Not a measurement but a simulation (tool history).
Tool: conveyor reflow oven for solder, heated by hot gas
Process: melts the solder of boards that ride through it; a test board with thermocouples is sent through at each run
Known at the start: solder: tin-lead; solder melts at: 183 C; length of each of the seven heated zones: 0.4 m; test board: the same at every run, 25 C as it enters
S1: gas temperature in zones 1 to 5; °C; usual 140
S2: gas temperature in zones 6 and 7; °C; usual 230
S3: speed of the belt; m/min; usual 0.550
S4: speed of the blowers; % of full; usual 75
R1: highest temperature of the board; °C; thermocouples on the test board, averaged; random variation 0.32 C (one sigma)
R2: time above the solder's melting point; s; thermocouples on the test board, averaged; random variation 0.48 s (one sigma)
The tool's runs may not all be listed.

{"run": 1, "day": 0.0, "S1": 140, "S2": 230, "S3": 0.55, "S4": 75, "R1": 215.1, "R2": 65.4}
{"run": 2, "day": 0.438, "S1": 140, "S2": 230, "S3": 0.617, "S4": 75, "R1": 212.2, "R2": 53.5}
{"run": 3, "day": 0.742, "S1": 140, "S2": 230, "S3": 0.55, "S4": 80, "R1": 216.2, "R2": 67.1}
{"run": 4, "day": 1.162, "S1": 140, "S2": 230, "S3": 0.55, "S4": 80, "R1": 216.1, "R2": 65.9}
{"run": 5, "day": 1.608, "S1": 140, "S2": 230, "S3": 0.55, "S4": 80, "R1": 216.6, "R2": 66.0}
{"run": 6, "day": 1.904, "S1": 140, "S2": 230, "S3": 0.55, "S4": 75, "R1": 214.9, "R2": 64.6}
{"run": 7, "day": 2.183, "S1": 140, "S2": 240, "S3": 0.55, "S4": 75, "R1": 223.7, "R2": 71.5}
{"run": 8, "day": 2.571, "S1": 126, "S2": 230, "S3": 0.55, "S4": 75, "R1": 212.9, "R2": 56.3}
{"run": 9, "day": 3.05, "S1": 140, "S2": 230, "S3": 0.55, "S4": 75, "R1": 215.2, "R2": 65.1}
{"run": 10, "day": 3.342, "S1": 140, "S2": 230, "S3": 0.55, "S4": 56, "R1": 208.6, "R2": 56.6}
{"run": 11, "day": 3.604, "S1": 140, "S2": 230, "S3": 0.55, "S4": 56, "R1": 208.5, "R2": 55.1}
{"run": 12, "day": 3.929, "S1": 140, "S2": 230, "S3": 0.55, "S4": 56, "R1": 208.1, "R2": 56.2}
{"run": 13, "day": 4.362, "S1": 140, "S2": 230, "S3": 0.6, "S4": 56, "R1": 205.3, "R2": 46.0}
{"run": 14, "day": 4.746, "S1": 140, "S2": 230, "S3": 0.6, "S4": 56, "R1": 205.0, "R2": 46.4}
{"run": 15, "day": 5.012, "S1": 140, "S2": 230, "S3": 0.6, "S4": 56, "R1": 204.6, "R2": 46.4}
{"run": 16, "day": 5.225, "S1": 140, "S2": 230, "S3": 0.6, "S4": 56, "R1": 204.2, "R2": 46.1}
{"run": 17, "day": 5.458, "S1": 140, "S2": 230, "S3": 0.6, "S4": 56, "R1": 205.2, "R2": 46.2}
{"run": 18, "day": 5.704, "S1": 131, "S2": 230, "S3": 0.443, "S4": 56, "R1": 213.9, "R2": 75.2}
{"run": 19, "day": 6.175, "S1": 131, "S2": 230, "S3": 0.443, "S4": 56, "R1": 213.6, "R2": 75.3}
{"run": 20, "day": 6.483, "S1": 131, "S2": 230, "S3": 0.443, "S4": 56, "R1": 213.8, "R2": 74.5}
{"run": 21, "day": 6.704, "S1": 131, "S2": 230, "S3": 0.443, "S4": 56, "R1": 213.9, "R2": 75.4}
{"run": 22, "day": 7.162, "S1": 140, "S2": 222, "S3": 0.567, "S4": 75, "R1": 206.4, "R2": 54.5}
{"run": 23, "day": 7.462, "S1": 128, "S2": 243, "S3": 0.55, "S4": 65, "R1": 219.9, "R2": 63.5}
{"run": 24, "day": 7.85, "S1": 128, "S2": 237, "S3": 0.629, "S4": 65, "R1": 209.2, "R2": 45.1}
{"run": 25, "day": 8.167, "S1": 128, "S2": 237, "S3": 0.629, "S4": 65, "R1": 208.8, "R2": 45.2}
{"run": 26, "day": 8.662, "S1": 140, "S2": 238, "S3": 0.55, "S4": 61, "R1": 216.8, "R2": 65.7}
{"run": 27, "day": 8.929, "S1": 140, "S2": 238, "S3": 0.55, "S4": 61, "R1": 216.6, "R2": 64.8}
{"run": 28, "day": 9.221, "S1": 140, "S2": 236, "S3": 0.55, "S4": 75, "R1": 219.0, "R2": 68.3}
{"run": 29, "day": 9.596, "S1": 130, "S2": 236, "S3": 0.495, "S4": 75, "R1": 220.9, "R2": 74.5}
{"run": 30, "day": 9.9, "S1": 140, "S2": 230, "S3": 0.525, "S4": 75, "R1": 216.1, "R2": 68.4}
{"run": 31, "day": 10.392, "S1": 140, "S2": 230, "S3": 0.509, "S4": 75, "R1": 216.4, "R2": 72.2}
{"run": 32, "day": 10.667, "S1": 140, "S2": 230, "S3": 0.628, "S4": 75, "R1": 209.7, "R2": 50.5}

Some steps in R1 between neighbouring runs. How much of each would the tool show without its hidden state too (settings, what came in, random variation), and how much is left for the hidden state, with any gauge scatter that isn't in both results?
The hidden state here: heat that the gas passes to the board, % of a clean oven's; belt's true speed, % of the reading; true gas temperature in zones 6 and 7 over the reading, C; drift of the gauge itself on peak_c, C; drift of the gauge itself on liquid_s, %.
Run 7 -> 8: S1 140 -> 126, S2 240 -> 230. R1 -10.8 °C: hidden state +0.0, all else -10.8.
Run 21 -> 22: S1 131 -> 140, S2 230 -> 222, S3 0.443 -> 0.567, S4 56 -> 75. R1 -7.5 °C: hidden state -0.5, all else -7.0.
Run 22 -> 23: S1 140 -> 128, S2 222 -> 243, S3 0.567 -> 0.550, S4 75 -> 65. R1 +13.5 °C: hidden state -0.2, all else +13.7.
Run 23 -> 24: S2 243 -> 237, S3 0.550 -> 0.629. R1 -10.7 °C: hidden state -0.2, all else -10.5.
Run 25 -> 26: S1 128 -> 140, S2 237 -> 238, S3 0.629 -> 0.550, S4 65 -> 61. R1 +8.0 °C: hidden state +0.5, all else +7.5.
Run 31 -> 32: S3 0.509 -> 0.628. R1 -6.7 °C: hidden state -0.6, all else -6.1.
